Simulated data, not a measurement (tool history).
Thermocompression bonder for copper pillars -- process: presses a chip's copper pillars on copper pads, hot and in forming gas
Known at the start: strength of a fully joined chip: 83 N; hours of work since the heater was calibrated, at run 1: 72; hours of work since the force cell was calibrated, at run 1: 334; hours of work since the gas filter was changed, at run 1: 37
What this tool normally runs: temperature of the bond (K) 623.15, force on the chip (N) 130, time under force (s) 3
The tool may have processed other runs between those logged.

| run | hour | temperature of the bond (K) | force on the chip (N) | time under force (s) | hours of work since the heater was calibrated | hours of work since the force cell was calibrated | hours of work since the gas filter was changed | force that shears a chip off (N) |
|---|---|---|---|---|---|---|---|---|
| 1 | 0.0 | 623.15 | 130 | 3 | 72 | 334 | 37 | 48.0 |
| 2 | 11.1 | 623.15 | 130 | 3 | 79 | 342 | 45 | 47.5 |
| 3 | 15.7 | 623.15 | 130 | 3 | 83 | 345 | 48 | 46.9 |
| 4 | 22.9 | 623.15 | 130 | 3 | 88 | 350 | 53 | 46.5 |
| 5 | 33.3 | 623.15 | 130 | 3 | 95 | 357 | 60 | 46.2 |
| 6 | 38.6 | 623.15 | 130 | 3 | 98 | 361 | 64 | 47.3 |
| 7 | 48.4 | 623.15 | 130 | 3 | 105 | 368 | 71 | 46.6 |
| 8 | 55.8 | 623.15 | 130 | 3 | 110 | 373 | 76 | 46.1 |
|  | 58.0 | force cell calibrated |
| 9 | 67.8 | 623.15 | 130 | 3 | 118 | 7 | 83 | 46.4 |
| 10 | 77.0 | 623.15 | 130 | 3 | 124 | 13 | 90 | 45.9 |
| 11 | 86.0 | 623.15 | 130 | 3 | 130 | 19 | 96 | 45.4 |
| 12 | 96.7 | 623.15 | 130 | 3 | 138 | 27 | 103 | 45.3 |
| 13 | 102.6 | 649.15 | 130 | 3 | 142 | 31 | 107 | 55.4 |
| 14 | 111.2 | 649.15 | 130 | 3 | 148 | 37 | 113 | 55.9 |
| 15 | 117.9 | 608.15 | 79 | 6 | 153 | 42 | 118 | 38.2 |
|  | 126.6 | force cell calibrated, once more |
| 16 | 129.4 | 630.15 | 186 | 2 | 159 | 2 | 125 | 49.7 |
| 17 | 137.5 | 597.15 | 130 | 5 | 165 | 8 | 131 | 41.1 |
| 18 | 142.3 | 597.15 | 130 | 5 | 168 | 11 | 134 | 42.0 |
|  | 144.7 | forming gas filter changed |
| 19 | 150.8 | 640.15 | 101 | 3 | 174 | 16 | 4 | 50.1 |
| 20 | 158.6 | 640.15 | 101 | 3 | 179 | 22 | 10 | 49.9 |
| 21 | 163.5 | 640.15 | 101 | 3 | 183 | 25 | 13 | 49.6 |
| 22 | 173.5 | 640.15 | 101 | 3 | 190 | 32 | 20 | 50.7 |
| 23 | 178.1 | 640.15 | 101 | 3 | 193 | 35 | 23 | 49.1 |
| 24 | 186.1 | 640.15 | 87 | 3 | 198 | 41 | 29 | 46.5 |
| 25 | 192.0 | 623.15 | 130 | 2 | 203 | 45 | 33 | 42.0 |
| 26 | 198.8 | 623.15 | 130 | 2 | 207 | 50 | 37 | 41.8 |
| 27 | 204.5 | 595.15 | 130 | 2 | 211 | 54 | 41 | 30.7 |
| 28 | 215.6 | 595.15 | 184 | 7 | 219 | 61 | 49 | 54.2 |

4 ways to go on from here, each from the tool as it stands after run 28. What would each give?
| A | 224.4 | 644.15 | 87 | 5 | 225 | 67 | 55 | ? |
| B | 224.4 | 653.15 | 184 | 2 | 225 | 67 | 55 | ? |
| C | 224.4 | 649.15 | 82 | 7 | 225 | 67 | 55 | ? |
| D | 224.4 | 653.15 | 80 | 5 | 225 | 67 | 55 | ? |

| run | force that shears a chip off (N) |
|---|---|
| A | 55.0 |
| B | 61.6 |
| C | 61.3 |
| D | 56.8 |
Had the tool no hidden state, the same runs would have come out as:
| run | force that shears a chip off (N) |
|---|---|
| A | 57.2 |
| B | 63.9 |
| C | 63.6 |
| D | 59.1 |
